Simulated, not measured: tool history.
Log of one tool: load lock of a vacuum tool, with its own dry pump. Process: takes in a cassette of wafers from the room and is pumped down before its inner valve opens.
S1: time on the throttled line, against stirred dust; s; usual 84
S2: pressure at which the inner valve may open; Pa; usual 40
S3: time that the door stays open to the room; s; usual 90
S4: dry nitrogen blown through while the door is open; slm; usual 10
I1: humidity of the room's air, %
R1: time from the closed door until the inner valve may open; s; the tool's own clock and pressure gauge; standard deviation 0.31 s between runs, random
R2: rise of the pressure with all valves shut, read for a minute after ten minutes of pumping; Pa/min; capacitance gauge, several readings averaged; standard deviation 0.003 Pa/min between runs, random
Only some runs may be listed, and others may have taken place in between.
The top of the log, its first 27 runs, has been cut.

run 28 hour=3832.8 | S1=71 S2=73 S3=126 S4=7 | I1=44.3 | R1=130.9 R2=0.100
run 29 hour=3993.9 | S1=47 S2=48 S3=71 S4=7 | I1=44.0 | R1=119.5 R2=0.088
run 30 hour=4089.5 | S1=157 S2=40 S3=199 S4=10 | I1=43.2 | R1=195.7 R2=0.111
run 31 hour=4252.1 | S1=84 S2=40 S3=90 S4=29 | I1=45.2 | R1=146.7 R2=0.086
run 32 hour=4444.0 | S1=137 S2=78 S3=90 S4=29 | I1=44.2 | R1=175.2 R2=0.087
run 33 hour=4534.2 | S1=137 S2=78 S3=90 S4=29 | I1=48.3 | R1=176.1 R2=0.089
run 34 hour=4666.5 | S1=137 S2=78 S3=90 S4=23 | I1=46.4 | R1=175.6 R2=0.104
run 35 hour=4785.5 | S1=73 S2=40 S3=99 S4=10 | I1=43.7 | R1=139.3 R2=0.117
run 36 hour=4958.0 | S1=84 S2=40 S3=66 S4=8 | I1=48.0 | R1=146.9 R2=0.122

Predict each of these 4 candidate next runs independently; none follows another, all start after run 36:
run A hour=5084.1 | S1=84 S2=78 S3=56 S4=5 | I1=45.3 | R1=? R2=?
run B hour=5084.1 | S1=123 S2=40 S3=90 S4=10 | I1=45.5 | R1=? R2=?
run C hour=5084.1 | S1=84 S2=40 S3=90 S4=33 | I1=48.3 | R1=? R2=?
run D hour=5084.1 | S1=84 S2=40 S3=66 S4=33 | I1=45.6 | R1=? R2=?

run=A R1=139.6 R2=0.122
run=B R1=173.6 R2=0.128
run=C R1=147.5 R2=0.104
run=D R1=147.2 R2=0.101
With no hidden state in the tool, these same runs would have given:
run=A R1=133.7 R2=0.043
run=B R1=168.2 R2=0.048
run=C R1=140.8 R2=0.025
run=D R1=140.5 R2=0.022

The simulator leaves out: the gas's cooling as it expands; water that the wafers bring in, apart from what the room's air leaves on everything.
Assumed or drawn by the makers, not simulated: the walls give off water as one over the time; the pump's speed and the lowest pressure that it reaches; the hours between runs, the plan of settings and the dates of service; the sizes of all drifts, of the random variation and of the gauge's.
